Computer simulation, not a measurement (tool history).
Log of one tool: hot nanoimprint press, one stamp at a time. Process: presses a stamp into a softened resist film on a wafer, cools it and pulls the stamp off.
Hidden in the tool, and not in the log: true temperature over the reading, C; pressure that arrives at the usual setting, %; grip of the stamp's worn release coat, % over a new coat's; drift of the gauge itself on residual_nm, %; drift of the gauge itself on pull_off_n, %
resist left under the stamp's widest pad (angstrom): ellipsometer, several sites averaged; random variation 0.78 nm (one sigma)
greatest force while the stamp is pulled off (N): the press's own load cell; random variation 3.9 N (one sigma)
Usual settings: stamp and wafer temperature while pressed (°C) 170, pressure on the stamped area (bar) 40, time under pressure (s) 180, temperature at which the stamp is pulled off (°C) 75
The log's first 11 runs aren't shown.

run	hour	stamp and wafer temperature while pressed (°C)	pressure on the stamped area (bar)	time under pressure (s)	temperature at which the stamp is pulled off (°C)	hours of work since the thermocouple was calibrated	imprints on the stamp's release coat	hours of work since the press's seals were changed	resist left under the stamp's widest pad (angstrom)	greatest force while the stamp is pulled off (N)
12	121.4	170	36.5	180	75	268	765	217	1617	219
13	133	170	40	180	75	274	790	223	1536	218
14	142.1	170	40	180	75	279	810	228	1542	217
15	150.4	170	49.2	180	75	283	828	233	1409	213
16	163	159	51.5	180	63	290	856	239	2210	277
17	169.1	159	51.5	180	63	293	869	242	2214	281
# hour 173.4: plate thermocouple calibrated
18	186	170	51.5	180	82	7	899	250	1407	182
19	192.1	170	40	196	75	10	912	253	1526	222
20	202.1	170	53.7	196	73	15	934	258	1324	230
21	216.7	170	46.4	180	75	23	966	266	1484	226
22	225.8	170	46.4	180	75	27	985	271	1466	223
23	239.9	162	46.4	340	75	35	1016	278	1626	228
# hour 244: plate thermocouple calibrated, once more
24	253.7	162	46.4	340	75	5	1039	284	1510	219
25	259.6	167	26	312	71	8	1052	287	1643	241
26	271.4	167	26	312	71	14	1078	293	1656	243
27	280.4	170	44.5	180	75	19	1098	298	1410	224
28	292.1	170	38.8	163	77	25	1123	304	1560	208
29	303	170	47.6	180	65	31	1147	309	1375	273
30	314.3	170	31.9	206	67	37	1171	315	1579	271

Forecast each of these 3 alternatives for the next run:
A	324.8	170	49.3	92	75	42	1194	321	?	?
B	324.8	170	40	180	83	42	1194	321	?	?
C	324.8	171	31.9	206	67	42	1194	321	?	?

run	resist left under the stamp's widest pad (angstrom)	greatest force while the stamp is pulled off (N)
A	1774	221
B	1487	177
C	1508	275
Without the tool's hidden state the same runs would have given:
run	resist left under the stamp's widest pad (angstrom)	greatest force while the stamp is pulled off (N)
A	1762	183
B	1478	146
C	1501	227
